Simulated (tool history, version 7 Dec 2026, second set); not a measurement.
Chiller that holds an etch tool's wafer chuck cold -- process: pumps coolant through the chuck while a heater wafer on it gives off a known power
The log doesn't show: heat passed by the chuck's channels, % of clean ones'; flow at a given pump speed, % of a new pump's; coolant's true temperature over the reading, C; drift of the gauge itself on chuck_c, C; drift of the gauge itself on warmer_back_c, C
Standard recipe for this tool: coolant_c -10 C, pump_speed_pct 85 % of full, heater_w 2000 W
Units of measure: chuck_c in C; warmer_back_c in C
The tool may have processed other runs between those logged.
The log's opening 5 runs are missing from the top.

run    hour  coolant_c  pump_speed_pct  heater_w  hours since the coolant was changed and the channels were flushed  hours since the pump was overhauled  hours since the chiller's thermometer was calibrated  chuck_c  warmer_back_c
  6   135.9        -10              85      2000                                                               2645                                  747                                                  1106      8.1           6.48
  7   168.5        -10              85      2000                                                               2677                                  780                                                  1138      7.9           6.44
  8   207.8        -10              69      2000                                                               2717                                  819                                                  1177     11.4           8.27
  9   233.2        -10              69      2000                                                               2742                                  844                                                  1203     11.6           8.15
 10   263.1        -10              69      1378                                                               2772                                  874                                                  1233      4.9            5.7
 11   303.1        -10              69      1378                                                               2812                                  914                                                  1273      4.8           5.66
 12     353        -10              69      1378                                                               2862                                  964                                                  1323      4.8           5.66
 13   386.4         -9              85      2000                                                               2895                                  997                                                  1356      9.2            6.5
 14     435         -9              85      2000                                                               2944                                 1046                                                  1405      9.1           6.48
 15   475.2         -9              85      2000                                                               2984                                 1086                                                  1445      9.3           6.46
 16   501.9         -1              85      2165                                                               3011                                 1113                                                  1472     18.8           6.97
 17   537.6         -8              64      1936                                                               3046                                 1149                                                  1507     14.5           8.59
 18   563.2         -8              64      1936                                                               3072                                 1174                                                  1533     14.6           8.67
 19     587        -10              97      2046                                                               3096                                 1198                                                  1557      6.9           5.73
 20   624.7         -8              73      1402                                                               3133                                 1236                                                  1594      6.6           5.44
 21     648         -8              79      1402                                                               3157                                 1259                                                  1618      5.8           4.96
      656.5  -- coolant pump overhauled
 22   681.9         -3              87      1825                                                               3186                                   25                                                  1647     13.7           5.82
 23   726.9        -18              68      2019                                                               3231                                   70                                                  1692      4.5           8.57
 24   755.8         -6              97      2613                                                               3260                                   99                                                  1721     15.6           7.47
 25   788.4        -10              85      1995                                                               3292                                  132                                                  1753      8.7            6.6
 26   834.7        -10              63      2000                                                               3338                                  178                                                  1799     13.9           9.31
 27   881.3         -8              74      2303                                                               3385                                  225                                                  1846     16.3           8.89
 28   931.8         -8              74      2303                                                               3436                                  275                                                  1897     16.3           8.92
      952.5  -- coolant pump overhauled, once more
 29   966.1         -8              74      2303                                                               3465                                   14                                                  1926     15.4           8.57
 30  1008.8        -18              73      1546                                                               3508                                   56                                                  1968     -2.2            5.8

Here are 4 independent what-if runs from the current tool condition. What would each one return?
  A  1029.2        -12              95      1546                                                               3528                                   77                                                  1989        ?              ?
  B  1029.2         -7              73      1546                                                               3528                                   77                                                  1989        ?              ?
  C  1029.2        -10              63      2000                                                               3528                                   77                                                  1989        ?              ?
  D  1029.2         -3              85      1923                                                               3528                                   77                                                  1989        ?              ?

run  chuck_c  warmer_back_c
  A      0.7           4.34
  B      8.9           5.83
  C     13.5           8.91
  D     14.6           6.13
Without the tool's hidden state the same runs would have given:
run  chuck_c  warmer_back_c
  A     -0.4           4.37
  B      7.6           5.87
  C     11.5           8.98
  D     13.1           6.18

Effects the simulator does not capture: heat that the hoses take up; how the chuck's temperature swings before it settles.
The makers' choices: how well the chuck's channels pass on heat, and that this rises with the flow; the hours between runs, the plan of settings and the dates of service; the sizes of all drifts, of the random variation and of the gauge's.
